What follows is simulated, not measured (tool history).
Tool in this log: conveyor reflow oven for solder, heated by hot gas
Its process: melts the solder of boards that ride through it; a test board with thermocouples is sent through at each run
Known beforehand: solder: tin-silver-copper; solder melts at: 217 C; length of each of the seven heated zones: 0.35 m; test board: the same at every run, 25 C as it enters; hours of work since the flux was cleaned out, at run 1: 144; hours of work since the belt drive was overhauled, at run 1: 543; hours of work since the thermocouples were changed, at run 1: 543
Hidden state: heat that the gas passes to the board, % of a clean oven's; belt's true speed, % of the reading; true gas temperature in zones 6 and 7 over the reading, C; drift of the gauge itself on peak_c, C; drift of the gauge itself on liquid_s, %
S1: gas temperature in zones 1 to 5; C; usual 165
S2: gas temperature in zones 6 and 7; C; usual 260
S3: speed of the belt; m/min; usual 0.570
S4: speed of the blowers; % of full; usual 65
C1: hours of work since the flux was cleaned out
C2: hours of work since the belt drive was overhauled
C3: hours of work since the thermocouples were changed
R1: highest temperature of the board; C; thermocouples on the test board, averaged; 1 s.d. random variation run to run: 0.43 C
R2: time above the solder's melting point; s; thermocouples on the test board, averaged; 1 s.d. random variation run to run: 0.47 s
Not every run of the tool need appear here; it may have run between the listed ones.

run,hour,S1,S2,S3,S4,C1,C2,C3,R1,R2
1,0.0,165,260,0.570,65,144,543,543,240.3,42.7
2,17.8,165,260,0.570,65,158,557,557,241.1,42.9
3,30.9,165,260,0.570,65,168,568,568,240.9,42.4
4,49.6,165,260,0.570,65,183,582,582,240.8,41.5
5,62.2,165,260,0.570,65,193,592,592,239.7,42.4
6,84.2,165,260,0.616,65,210,610,610,237.7,34.8
7,102.5,165,260,0.570,65,225,624,624,239.6,41.4
8,120.0,165,260,0.570,65,238,638,638,239.2,41.7
9,136.5,165,260,0.570,65,251,651,651,240.0,41.0
# hour 157.7: flux residue cleaned out of gas plates and filters
10,162.5,165,260,0.570,55,4,667,667,235.4,34.9
11,181.0,165,260,0.646,65,18,682,682,235.3,29.2
12,196.8,178,260,0.505,57,31,694,694,244.5,55.9
13,214.5,168,259,0.460,58,45,708,708,243.5,58.2
14,235.9,168,259,0.460,58,61,725,725,243.1,59.0
15,249.0,164,263,0.491,78,72,735,735,249.0,60.2
# hour 263.4: flux residue cleaned out of gas plates and filters, once more
16,269.3,165,269,0.570,79,5,747,747,254.0,54.9
17,290.8,177,260,0.570,65,22,764,764,243.1,49.6
18,310.4,155,255,0.570,65,37,780,780,235.6,34.2
19,323.1,168,256,0.547,55,47,790,790,235.6,40.6
20,332.9,150,260,0.507,89,55,797,797,247.9,54.9
21,346.0,150,272,0.509,89,65,808,808,259.1,62.7
22,355.2,150,272,0.509,89,72,815,815,259.4,61.9

Below are 5 alternative next runs, each starting from the tool's condition after run 22. Predict each:
A,374.4,171,253,0.570,57,87,830,830,?,?
B,374.4,150,273,0.508,84,87,830,830,?,?
C,374.4,178,273,0.599,89,87,830,830,?,?
D,374.4,171,253,0.570,65,87,830,830,?,?
E,374.4,150,272,0.509,76,87,830,830,?,?

run,R1,R2
A,234.2,35.5
B,258.9,62.4
C,259.2,57.6
D,235.7,40.5
E,256.4,58.1
Stripped of hidden state, with their random variation kept, the same runs would have yielded:
run,R1,R2
A,235.9,37.4
B,260.9,63.2
C,261.2,58.1
D,237.4,42.3
E,258.4,59.1

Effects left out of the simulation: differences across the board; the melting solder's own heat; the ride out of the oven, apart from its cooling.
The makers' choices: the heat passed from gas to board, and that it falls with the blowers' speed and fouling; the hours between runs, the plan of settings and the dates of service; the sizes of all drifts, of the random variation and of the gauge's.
